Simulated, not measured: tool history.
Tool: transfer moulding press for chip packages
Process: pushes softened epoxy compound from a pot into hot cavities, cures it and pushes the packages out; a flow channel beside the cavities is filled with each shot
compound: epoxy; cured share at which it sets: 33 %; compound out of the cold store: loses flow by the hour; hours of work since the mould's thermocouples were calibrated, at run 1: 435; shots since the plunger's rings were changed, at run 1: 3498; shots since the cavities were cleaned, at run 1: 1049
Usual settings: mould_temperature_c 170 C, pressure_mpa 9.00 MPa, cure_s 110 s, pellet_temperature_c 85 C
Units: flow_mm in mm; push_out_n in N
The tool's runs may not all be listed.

run	hour	mould_temperature_c	pressure_mpa	cure_s	pellet_temperature_c	hours of work since the mould's thermocouples were calibrated	shots since the plunger's rings were changed	shots since the cavities were cleaned	incoming compound's hours out of the cold store	flow_mm	push_out_n
1	0.0	170	9.00	110	85	435	3498	1049	33.4	793	675
# hour 5.9: cavities cleaned with cleaning compound and waxed
2	30.3	174	9.00	110	85	458	3856	304	15.5	839	461
3	53.8	174	9.00	110	85	477	4147	595	23.5	810	523
# hour 59.9: plunger's sealing rings changed
4	82.2	170	9.00	110	84	497	277	916	10.8	902	700
# hour 97.5: cavities cleaned with cleaning compound and waxed
5	111.2	170	9.00	110	84	519	619	170	28.1	836	450
6	139.7	170	9.00	99	85	542	973	524	23.6	851	711
7	172.6	170	9.00	99	85	568	1381	932	8.9	898	848
# hour 187.5: cavities cleaned with cleaning compound and waxed
8	206.9	170	9.00	99	85	594	1787	241	18.1	862	648
9	235.7	170	9.00	99	85	617	2144	598	34.2	800	699
# hour 240.3: mould's thermocouples calibrated
10	271.7	170	9.00	110	85	25	2566	1020	33.3	805	716
# hour 280.8: cavities cleaned with cleaning compound and waxed
11	301.5	170	9.00	110	85	47	2918	257	8.2	894	564
12	322.2	170	9.00	110	85	64	3174	513	37.2	786	614
13	337.9	170	9.00	110	85	76	3369	708	27.2	819	684
# hour 370.4: cavities cleaned with cleaning compound and waxed
14	370.4	170	9.00	113	85	101	3754	0	34.5	794	398
15	393.8	171	9.00	110	84	119	4044	290	19.1	839	530
# hour 409.0: plunger's sealing rings changed
16	417.8	171	9.00	110	84	137	108	556	18.9	871	593
17	452.6	174	7.70	110	93	164	541	989	9.1	824	599
# hour 462.9: cavities cleaned with cleaning compound and waxed
18	489.3	174	9.00	110	81	192	977	327	39.4	785	460
19	512.5	169	9.00	143	85	211	1265	615	24.7	852	500
20	539.6	173	7.19	109	78	232	1602	952	19.4	763	643
# hour 553.6: cavities cleaned with cleaning compound and waxed
21	576.4	172	8.64	103	86	260	2039	282	25.8	812	547
22	597.7	172	8.64	103	86	277	2304	547	44.7	747	602
23	618.5	174	8.83	120	77	293	2561	804	26.1	808	554
# hour 643.6: cavities cleaned with cleaning compound and waxed
24	654.8	168	7.48	124	76	321	2994	140	31.6	744	431
25	678.5	168	10.32	124	79	340	3288	434	39.1	843	534
26	699.7	162	9.00	110	87	357	3551	697	22.9	861	1007
27	724.3	170	10.24	137	85	376	3856	1002	45.7	802	554

Forecast each of these 5 alternatives for the next run:
# hour 734.1: cavities cleaned with cleaning compound and waxed
A	750.3	170	8.97	99	85	396	4160	201	43.9	?	?
# hour 734.1: cavities cleaned with cleaning compound and waxed
B	750.3	170	9.00	110	78	396	4160	201	43.8	?	?
# hour 734.1: cavities cleaned with cleaning compound and waxed
C	750.3	166	9.38	137	83	396	4160	201	39.1	?	?
# hour 734.1: cavities cleaned with cleaning compound and waxed
D	750.3	166	10.24	137	87	396	4160	201	9.3	?	?
# hour 734.1: cavities cleaned with cleaning compound and waxed
E	750.3	170	10.24	137	95	396	4160	201	47.3	?	?

run	flow_mm	push_out_n
A	758	573
B	759	506
C	802	437
D	948	442
E	795	397
Without the tool's hidden state the same runs would have given:
run	flow_mm	push_out_n
A	795	482
B	796	422
C	841	361
D	995	365
E	833	321

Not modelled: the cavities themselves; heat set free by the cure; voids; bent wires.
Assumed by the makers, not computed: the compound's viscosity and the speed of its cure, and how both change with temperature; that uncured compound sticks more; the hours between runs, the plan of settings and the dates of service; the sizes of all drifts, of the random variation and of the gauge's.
